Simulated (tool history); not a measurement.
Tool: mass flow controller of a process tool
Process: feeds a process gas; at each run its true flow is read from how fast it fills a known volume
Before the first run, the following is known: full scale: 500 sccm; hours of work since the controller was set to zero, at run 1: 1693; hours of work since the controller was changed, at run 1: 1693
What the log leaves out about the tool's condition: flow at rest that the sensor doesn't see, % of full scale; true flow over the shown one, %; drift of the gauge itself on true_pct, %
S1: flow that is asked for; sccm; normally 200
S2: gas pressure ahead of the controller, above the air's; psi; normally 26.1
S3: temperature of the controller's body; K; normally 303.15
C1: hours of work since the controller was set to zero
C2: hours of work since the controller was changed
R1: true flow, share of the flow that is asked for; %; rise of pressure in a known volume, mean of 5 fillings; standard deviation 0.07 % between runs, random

run	hour	S1	S2	S3	C1	C2	R1
1	0.0	200	26.1	303.15	1693	1693	99.44
2	78.0	200	26.1	294.15	1752	1752	100.15
3	162.3	200	26.1	294.15	1817	1817	100.20
4	247.0	200	30.7	294.15	1881	1881	99.97
5	363.3	200	30.7	294.15	1970	1970	100.03
# hour 372.8: controller's zero set anew
6	457.7	90	23.1	294.15	65	2041	100.76
7	524.4	200	26.1	301.15	116	2092	99.85
8	585.0	200	29.7	294.15	162	2138	100.28
9	676.4	192	29.9	300.15	231	2208	99.74
10	727.2	316	22.6	295.15	270	2246	101.00

For each entry between runs, how does the tool's hidden state at the last listed run before it compare with that at the first listed run after it?
Run 5 -> run 6: controller's zero set anew (hour 372.8)
  flow at rest that the sensor doesn't see, % of full scale: 0.187 -> 0.228; true flow over the shown one, %: 0.61 -> 0.63
  measured less the result without the state, R1: +1.07 -> +1.90 %

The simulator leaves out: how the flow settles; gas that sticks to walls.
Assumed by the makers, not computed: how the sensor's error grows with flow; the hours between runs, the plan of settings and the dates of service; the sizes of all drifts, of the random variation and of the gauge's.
